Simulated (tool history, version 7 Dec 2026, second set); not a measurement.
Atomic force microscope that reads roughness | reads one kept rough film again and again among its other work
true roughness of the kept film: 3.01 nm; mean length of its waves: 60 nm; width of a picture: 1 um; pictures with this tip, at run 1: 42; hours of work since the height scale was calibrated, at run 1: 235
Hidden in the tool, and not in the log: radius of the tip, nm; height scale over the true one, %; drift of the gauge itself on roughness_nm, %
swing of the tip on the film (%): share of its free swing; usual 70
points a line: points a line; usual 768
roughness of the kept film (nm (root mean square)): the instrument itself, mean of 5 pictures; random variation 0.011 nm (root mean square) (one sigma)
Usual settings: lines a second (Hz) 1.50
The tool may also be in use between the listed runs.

run,hour,lines a second (Hz),swing of the tip on the film (%),points a line,pictures with this tip,hours of work since the height scale was calibrated,roughness of the kept film (nm (root mean square))
1,0.0,1.50,70,768,42,235,2.494
2,11.4,1.50,70,768,58,244,2.423
3,22.3,1.50,70,768,73,252,2.376
# hour 25.6: new tip fitted
4,30.8,1.50,70,273,7,258,2.639
5,39.9,1.50,70,273,19,265,2.556
6,51.0,1.50,70,273,35,273,2.502
# hour 52.6: height scale calibrated on a step standard
7,62.8,1.50,70,273,49,8,2.468
8,68.4,1.50,70,273,57,12,2.433
9,77.2,1.50,70,535,69,19,2.388
# hour 82.9: new tip fitted
10,84.2,1.50,70,768,2,24,2.653
11,90.5,1.76,66,998,11,28,2.665
12,101.5,1.50,70,683,26,37,2.589
13,108.7,1.50,70,683,36,42,2.513
14,116.2,3.28,78,385,46,48,2.057
# hour 119.5: height scale calibrated on a step standard, once more
15,124.1,1.12,59,681,56,4,2.586
16,129.1,1.50,78,768,63,7,2.298
17,138.0,1.50,78,768,75,14,2.272

Run 18 comes next. What will it give?
# hour 139.3: new tip fitted
18,143.4,3.99,58,607,6,18,?

roughness of the kept film (nm (root mean square)): 2.561
Without the tool's hidden state the same run would have given roughness of the kept film (nm (root mean square)) 2.588.
